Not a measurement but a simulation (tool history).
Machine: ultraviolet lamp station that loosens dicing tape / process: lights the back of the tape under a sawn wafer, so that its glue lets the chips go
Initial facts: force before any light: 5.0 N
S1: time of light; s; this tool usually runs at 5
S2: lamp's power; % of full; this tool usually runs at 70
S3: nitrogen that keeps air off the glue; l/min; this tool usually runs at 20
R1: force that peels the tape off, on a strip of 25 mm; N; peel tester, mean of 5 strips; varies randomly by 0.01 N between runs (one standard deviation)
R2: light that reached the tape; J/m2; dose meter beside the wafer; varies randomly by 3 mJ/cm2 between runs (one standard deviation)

{"run": 1, "hour": 0.0, "S1": 5, "S2": 70, "S3": 20, "R1": 0.564, "R2": 3890}
{"run": 2, "hour": 10.2, "S1": 5, "S2": 70, "S3": 20, "R1": 0.552, "R2": 3820}
{"run": 3, "hour": 16.6, "S1": 5, "S2": 70, "S3": 20, "R1": 0.584, "R2": 3860}
{"run": 4, "hour": 23.2, "S1": 5, "S2": 70, "S3": 20, "R1": 0.579, "R2": 3860}
{"run": 5, "hour": 29.6, "S1": 2, "S2": 70, "S3": 20, "R1": 2.037, "R2": 1500}
{"run": 6, "hour": 40.6, "S1": 2, "S2": 70, "S3": 20, "R1": 2.105, "R2": 1500}
{"run": 7, "hour": 50.3, "S1": 2, "S2": 70, "S3": 20, "R1": 2.053, "R2": 1530}
{"run": 8, "hour": 62.7, "S1": 2, "S2": 70, "S3": 20, "R1": 2, "R2": 1560}
{"run": 9, "hour": 71.1, "S1": 5, "S2": 70, "S3": 20, "R1": 0.588, "R2": 3740}
{"hour": 83.4, "done": "window cleaned of glue's vapour"}
{"run": 10, "hour": 85.0, "S1": 5, "S2": 70, "S3": 20, "R1": 0.687, "R2": 3590}
{"run": 11, "hour": 91.8, "S1": 5, "S2": 70, "S3": 20, "R1": 0.672, "R2": 3560}
{"run": 12, "hour": 100.4, "S1": 9, "S2": 70, "S3": 20, "R1": 0.171, "R2": 6380}
{"run": 13, "hour": 110.5, "S1": 5, "S2": 65, "S3": 20, "R1": 0.79, "R2": 3260}
{"run": 14, "hour": 120.7, "S1": 5, "S2": 65, "S3": 20, "R1": 0.819, "R2": 3240}
{"hour": 126.6, "done": "window cleaned of glue's vapour, once more"}
{"run": 15, "hour": 133.1, "S1": 5, "S2": 65, "S3": 20, "R1": 0.545, "R2": 3950}
{"run": 16, "hour": 142.5, "S1": 5, "S2": 65, "S3": 20, "R1": 0.545, "R2": 3940}
{"run": 17, "hour": 150.1, "S1": 8, "S2": 70, "S3": 20, "R1": 0.163, "R2": 6640}
{"run": 18, "hour": 159.0, "S1": 8, "S2": 70, "S3": 20, "R1": 0.164, "R2": 6650}
{"run": 19, "hour": 171.1, "S1": 8, "S2": 70, "S3": 20, "R1": 0.169, "R2": 6550}
{"run": 20, "hour": 181.7, "S1": 8, "S2": 70, "S3": 20, "R1": 0.159, "R2": 6570}
{"run": 21, "hour": 193.8, "S1": 8, "S2": 70, "S3": 20, "R1": 0.169, "R2": 6510}
{"run": 22, "hour": 203.4, "S1": 8, "S2": 63, "S3": 20, "R1": 0.213, "R2": 5820}
{"run": 23, "hour": 212.3, "S1": 8, "S2": 63, "S3": 20, "R1": 0.217, "R2": 5780}
{"run": 24, "hour": 220.1, "S1": 5, "S2": 70, "S3": 18, "R1": 0.577, "R2": 4000}
{"run": 25, "hour": 228.2, "S1": 2, "S2": 62, "S3": 20, "R1": 2.107, "R2": 1430}
{"run": 26, "hour": 236.4, "S1": 4, "S2": 76, "S3": 27, "R1": 0.557, "R2": 3520}
{"run": 27, "hour": 244.0, "S1": 4, "S2": 76, "S3": 27, "R1": 0.587, "R2": 3470}
{"run": 28, "hour": 253.8, "S1": 4, "S2": 76, "S3": 27, "R1": 0.561, "R2": 3430}
{"run": 29, "hour": 260.9, "S1": 3, "S2": 70, "S3": 21, "R1": 1.241, "R2": 2400}
{"run": 30, "hour": 267.0, "S1": 5, "S2": 70, "S3": 8, "R1": 1.044, "R2": 3990}
{"run": 31, "hour": 279.8, "S1": 5, "S2": 70, "S3": 14, "R1": 0.716, "R2": 3970}
{"run": 32, "hour": 286.3, "S1": 5, "S2": 70, "S3": 14, "R1": 0.733, "R2": 3910}
{"run": 33, "hour": 300.1, "S1": 2, "S2": 85, "S3": 27, "R1": 1.487, "R2": 1870}
{"run": 34, "hour": 313.4, "S1": 5, "S2": 77, "S3": 36, "R1": 0.291, "R2": 4310}
{"run": 35, "hour": 320.2, "S1": 6, "S2": 71, "S3": 7, "R1": 0.859, "R2": 4750}
{"run": 36, "hour": 328.8, "S1": 7, "S2": 67, "S3": 22, "R1": 0.265, "R2": 5090}
{"run": 37, "hour": 341.5, "S1": 9, "S2": 64, "S3": 15, "R1": 0.243, "R2": 6310}
{"run": 38, "hour": 355.1, "S1": 7, "S2": 70, "S3": 33, "R1": 0.179, "R2": 5320}
{"run": 39, "hour": 361.8, "S1": 2, "S2": 72, "S3": 20, "R1": 2.155, "R2": 1530}
{"run": 40, "hour": 371.5, "S1": 2, "S2": 72, "S3": 20, "R1": 1.983, "R2": 1560}

Measured minus without-hidden-state, run by run (identical run-to-run variation in each term; gauge scatter may differ):
The tool's hidden condition here consists of: lamp's light, % of a new lamp's; light that the window lets through, % of a clean one's; drift of the gauge itself on peel_n, %; drift of the gauge itself on dose_mj_cm2, %.
run=1 R1=+0.126 R2=-480
run=2 R1=+0.127 R2=-510
run=3 R1=+0.135 R2=-520
run=4 R1=+0.138 R2=-530
run=5 R1=+0.234 R2=-220
run=6 R1=+0.251 R2=-230
run=7 R1=+0.251 R2=-240
run=8 R1=+0.253 R2=-240
run=9 R1=+0.159 R2=-600
run=10 R1=+0.238 R2=-830
run=11 R1=+0.234 R2=-840
run=12 R1=+0.067 R2=-1540
run=13 R1=+0.274 R2=-800
run=14 R1=+0.288 R2=-820
run=15 R1=+0.048 R2=-180
run=16 R1=+0.054 R2=-200
run=17 R1=+0.019 R2=-360
run=18 R1=+0.02 R2=-380
run=19 R1=+0.022 R2=-410
run=20 R1=+0.025 R2=-450
run=21 R1=+0.026 R2=-480
run=22 R1=+0.037 R2=-460
run=23 R1=+0.04 R2=-480
run=24 R1=+0.092 R2=-340
run=25 R1=+0.149 R2=-130
run=26 R1=+0.097 R2=-320
run=27 R1=+0.105 R2=-340
run=28 R1=+0.104 R2=-350
run=29 R1=+0.166 R2=-250
run=30 R1=+0.157 R2=-430
run=31 R1=+0.136 R2=-460
run=32 R1=+0.141 R2=-460
run=33 R1=+0.204 R2=-240
run=34 R1=+0.076 R2=-570
run=35 R1=+0.171 R2=-640
run=36 R1=+0.074 R2=-710
run=37 R1=+0.07 R2=-920
run=38 R1=+0.051 R2=-820
run=39 R1=+0.279 R2=-250
run=40 R1=+0.263 R2=-250
